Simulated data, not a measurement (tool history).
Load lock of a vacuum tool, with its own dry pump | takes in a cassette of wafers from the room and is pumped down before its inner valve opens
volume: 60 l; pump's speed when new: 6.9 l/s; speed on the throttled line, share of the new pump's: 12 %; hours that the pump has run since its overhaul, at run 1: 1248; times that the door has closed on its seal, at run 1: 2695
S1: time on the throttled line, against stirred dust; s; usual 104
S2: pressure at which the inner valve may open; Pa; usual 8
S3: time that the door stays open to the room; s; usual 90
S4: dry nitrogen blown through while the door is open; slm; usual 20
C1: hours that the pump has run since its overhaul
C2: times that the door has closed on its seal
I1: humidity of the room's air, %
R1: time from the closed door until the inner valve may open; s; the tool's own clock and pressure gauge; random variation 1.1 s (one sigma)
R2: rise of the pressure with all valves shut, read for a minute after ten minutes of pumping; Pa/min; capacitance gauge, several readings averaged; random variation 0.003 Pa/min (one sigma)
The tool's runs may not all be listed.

run,hour,S1,S2,S3,S4,C1,C2,I1,R1,R2
1,0.0,104,8,90,20,1248,2695,45.1,176.2,0.026
2,324.1,104,8,90,20,1572,4218,42.6,173.9,0.034
3,735.5,104,8,90,20,1983,6150,47.5,175.5,0.036
4,948.7,104,8,90,20,2196,7152,43.3,175.1,0.032
5,1212.1,104,8,90,20,2460,8389,43.7,175.7,0.042
6,1616.0,104,8,90,20,2864,10286,43.2,176.1,0.048
7,2029.1,104,8,90,20,3277,12227,44.9,177.4,0.054
8,2264.4,64,9,90,20,3512,13332,45.3,140.4,0.052
9,2579.3,104,8,90,20,3827,14812,42.0,174.7,0.060
10,2794.1,94,8,54,6,4042,15821,43.5,168.5,0.057
11,3194.0,149,13,29,39,4442,17699,41.5,211.3,0.057
12,3674.5,149,13,29,39,4922,19956,46.9,211.1,0.066
13,3948.5,80,15,218,8,5196,21244,41.0,151.3,0.096
14,4181.1,80,15,218,37,5429,22337,43.3,149.1,0.089

Forecast each of these 5 alternatives for the next run:
A,4439.8,90,15,218,5,5687,23552,47.6,?,?
B,4439.8,72,8,90,20,5687,23552,46.8,?,?
C,4439.8,116,8,27,37,5687,23552,45.9,?,?
D,4439.8,112,15,55,37,5687,23552,43.8,?,?
E,4439.8,80,15,140,37,5687,23552,43.3,?,?

run,R1,R2
A,160.4,0.119
B,151.9,0.088
C,188.5,0.083
D,180.5,0.080
E,155.0,0.086
Without the tool's hidden state the same runs would have given:
run,R1,R2
A,155.9,0.050
B,146.8,0.020
C,183.6,0.014
D,176.2,0.011
E,150.3,0.018

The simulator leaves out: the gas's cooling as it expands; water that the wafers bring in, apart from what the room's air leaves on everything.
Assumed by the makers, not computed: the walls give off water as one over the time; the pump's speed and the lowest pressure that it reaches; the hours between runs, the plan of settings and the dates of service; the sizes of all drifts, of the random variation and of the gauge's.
